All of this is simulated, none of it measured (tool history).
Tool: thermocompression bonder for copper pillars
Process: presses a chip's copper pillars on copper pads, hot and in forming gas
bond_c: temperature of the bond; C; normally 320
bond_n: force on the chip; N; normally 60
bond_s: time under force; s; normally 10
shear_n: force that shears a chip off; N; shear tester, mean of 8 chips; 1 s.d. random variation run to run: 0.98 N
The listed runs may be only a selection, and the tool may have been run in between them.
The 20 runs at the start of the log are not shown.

run	hour	bond_c	bond_n	bond_s	shear_n
21	991.9	295	66	10	71.1
# hour 997.5: heater calibrated with a thermocouple chip
# hour 998.0: forming gas filter changed
22	1065.6	325	39	9	53.8
23	1132.8	325	39	9	55.1
24	1194.0	325	39	9	55.9
25	1237.6	297	60	10	64.9
26	1290.6	297	60	9	62.9
27	1354.7	297	60	9	63.5
# hour 1363.4: forming gas filter changed
28	1425.8	320	75	10	99.6
29	1467.7	324	71	26	124.4
30	1533.4	322	37	11	53.8
31	1585.7	341	60	10	97.9
32	1616.7	345	41	27	99.2
33	1659.9	328	60	10	89.4
# hour 1728.7: forming gas filter changed
34	1730.8	324	41	6	49.2
# hour 1762.7: heater calibrated with a thermocouple chip
35	1804.3	324	41	6	49.1
36	1864.1	334	38	10	62.2
37	1927.4	346	83	14	127.9
38	1979.6	346	83	14	131.1
39	2041.4	343	37	13	72.6
40	2073.5	343	71	15	121.1

3 options for the next run, each taken on its own from the tool as it stands now. Forecast them:
# hour 2095.5: forming gas filter changed
A	2114.7	343	53	5	?
# hour 2095.5: forming gas filter changed
B	2114.7	301	71	15	?
# hour 2095.5: forming gas filter changed
C	2114.7	319	39	16	?

run	shear_n
A	73.7
B	93.0
C	63.8
Without the tool's unlogged condition, the same runs would have read:
run	shear_n
A	73.7
B	93.0
C	63.8
